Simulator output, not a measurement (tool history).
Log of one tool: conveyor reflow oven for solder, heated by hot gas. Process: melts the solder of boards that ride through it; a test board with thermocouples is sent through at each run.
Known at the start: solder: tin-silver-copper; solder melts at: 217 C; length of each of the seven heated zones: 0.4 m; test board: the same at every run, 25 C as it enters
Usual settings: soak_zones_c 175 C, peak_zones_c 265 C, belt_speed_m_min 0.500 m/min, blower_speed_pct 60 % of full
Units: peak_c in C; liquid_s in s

run 1 hour=0.0 | soak_zones_c=175 peak_zones_c=265 belt_speed_m_min=0.500 blower_speed_pct=60 | peak_c=250.9 liquid_s=71.1
run 2 hour=64.5 | soak_zones_c=175 peak_zones_c=265 belt_speed_m_min=0.500 blower_speed_pct=60 | peak_c=250.3 liquid_s=70.6
run 3 hour=119.4 | soak_zones_c=175 peak_zones_c=265 belt_speed_m_min=0.562 blower_speed_pct=60 | peak_c=246.6 liquid_s=57.6
run 4 hour=168.3 | soak_zones_c=175 peak_zones_c=265 belt_speed_m_min=0.562 blower_speed_pct=60 | peak_c=246.5 liquid_s=57.6
run 5 hour=200.3 | soak_zones_c=175 peak_zones_c=265 belt_speed_m_min=0.562 blower_speed_pct=60 | peak_c=246.4 liquid_s=57.4
-- hour=238.6 flux residue cleaned out of gas plates and filters
run 6 hour=247.7 | soak_zones_c=164 peak_zones_c=265 belt_speed_m_min=0.500 blower_speed_pct=60 | peak_c=250.8 liquid_s=67.0
run 7 hour=281.9 | soak_zones_c=172 peak_zones_c=265 belt_speed_m_min=0.500 blower_speed_pct=60 | peak_c=252.4 liquid_s=71.9
run 8 hour=321.1 | soak_zones_c=172 peak_zones_c=265 belt_speed_m_min=0.500 blower_speed_pct=60 | peak_c=251.6 liquid_s=71.9
-- hour=395.7 thermocouples of zones 6 and 7 changed
run 9 hour=395.7 | soak_zones_c=175 peak_zones_c=265 belt_speed_m_min=0.520 blower_speed_pct=60 | peak_c=248.5 liquid_s=66.6
run 10 hour=431.0 | soak_zones_c=175 peak_zones_c=265 belt_speed_m_min=0.520 blower_speed_pct=60 | peak_c=248.9 liquid_s=67.1
run 11 hour=473.8 | soak_zones_c=175 peak_zones_c=265 belt_speed_m_min=0.500 blower_speed_pct=60 | peak_c=249.5 liquid_s=71.4
run 12 hour=548.2 | soak_zones_c=175 peak_zones_c=268 belt_speed_m_min=0.500 blower_speed_pct=60 | peak_c=252.5 liquid_s=73.4
run 13 hour=585.2 | soak_zones_c=175 peak_zones_c=272 belt_speed_m_min=0.500 blower_speed_pct=60 | peak_c=256.3 liquid_s=76.4
run 14 hour=623.7 | soak_zones_c=175 peak_zones_c=265 belt_speed_m_min=0.500 blower_speed_pct=60 | peak_c=249.5 liquid_s=70.6
-- hour=641.8 belt drive overhauled, speed set with a stopwatch
run 15 hour=691.3 | soak_zones_c=179 peak_zones_c=265 belt_speed_m_min=0.500 blower_speed_pct=60 | peak_c=249.6 liquid_s=71.7
run 16 hour=753.1 | soak_zones_c=179 peak_zones_c=265 belt_speed_m_min=0.500 blower_speed_pct=60 | peak_c=249.7 liquid_s=71.4
run 17 hour=817.8 | soak_zones_c=179 peak_zones_c=265 belt_speed_m_min=0.500 blower_speed_pct=60 | peak_c=249.7 liquid_s=71.1
run 18 hour=854.2 | soak_zones_c=179 peak_zones_c=265 belt_speed_m_min=0.500 blower_speed_pct=60 | peak_c=249.6 liquid_s=71.0
-- hour=886.5 flux residue cleaned out of gas plates and filters
run 19 hour=929.7 | soak_zones_c=179 peak_zones_c=265 belt_speed_m_min=0.500 blower_speed_pct=60 | peak_c=251.7 liquid_s=74.0
run 20 hour=1002.9 | soak_zones_c=183 peak_zones_c=255 belt_speed_m_min=0.500 blower_speed_pct=86 | peak_c=248.0 liquid_s=74.8
run 21 hour=1072.6 | soak_zones_c=186 peak_zones_c=253 belt_speed_m_min=0.500 blower_speed_pct=60 | peak_c=242.4 liquid_s=68.7
run 22 hour=1125.0 | soak_zones_c=186 peak_zones_c=253 belt_speed_m_min=0.500 blower_speed_pct=60 | peak_c=242.0 liquid_s=68.4
run 23 hour=1159.8 | soak_zones_c=186 peak_zones_c=253 belt_speed_m_min=0.500 blower_speed_pct=60 | peak_c=242.3 liquid_s=68.7
run 24 hour=1211.5 | soak_zones_c=163 peak_zones_c=265 belt_speed_m_min=0.476 blower_speed_pct=60 | peak_c=250.1 liquid_s=69.2
run 25 hour=1274.3 | soak_zones_c=165 peak_zones_c=253 belt_speed_m_min=0.475 blower_speed_pct=71 | peak_c=242.3 liquid_s=62.9

The next listed run, before its measurement:
run 26 hour=1310.8 | soak_zones_c=160 peak_zones_c=272 belt_speed_m_min=0.407 blower_speed_pct=54 | peak_c=? liquid_s=?

Run 26 gave peak_c 259.1 C, liquid_s 91.6 s.
Without the tool's hidden state the same run would have given peak_c 258.2 C, liquid_s 90.1 s.
